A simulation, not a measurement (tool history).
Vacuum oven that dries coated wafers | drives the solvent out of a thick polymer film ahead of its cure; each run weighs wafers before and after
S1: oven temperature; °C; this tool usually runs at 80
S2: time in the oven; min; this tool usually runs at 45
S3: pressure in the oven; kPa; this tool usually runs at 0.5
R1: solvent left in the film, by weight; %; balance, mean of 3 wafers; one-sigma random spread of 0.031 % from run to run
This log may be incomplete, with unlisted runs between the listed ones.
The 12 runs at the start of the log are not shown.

run 13 hour=95.1 | S1=80 S2=45 S3=0.5 | R1=2.92
run 14 hour=107.5 | S1=80 S2=45 S3=0.5 | R1=2.9
run 15 hour=120.1 | S1=80 S2=45 S3=0.5 | R1=2.87
run 16 hour=125.3 | S1=80 S2=45 S3=0.564 | R1=2.92
run 17 hour=134.2 | S1=80 S2=45 S3=0.564 | R1=2.86
run 18 hour=143.9 | S1=79 S2=45 S3=0.5 | R1=3.13
run 19 hour=149.1 | S1=79 S2=45 S3=0.5 | R1=3.07
run 20 hour=160.1 | S1=80 S2=45 S3=0.5 | R1=2.89
-- hour=162.5 vacuum gauge cleaned of residue and calibrated
run 21 hour=171.7 | S1=79 S2=45 S3=0.5 | R1=3.13
run 22 hour=180.7 | S1=80 S2=45 S3=0.5 | R1=2.88
-- hour=183.6 vacuum gauge cleaned of residue and calibrated, once more
run 23 hour=194.4 | S1=80 S2=45 S3=0.5 | R1=2.8
run 24 hour=202.3 | S1=74 S2=77 S3=0.35 | R1=1.58

Run 25 is up next; what results do you expect?
run 25 hour=211.6 | S1=74 S2=77 S3=0.35 | R1=?

For run 25 the tool returned R1 1.58 %.
Had the tool carried no hidden state, the very same run would have given R1 1.53 %.
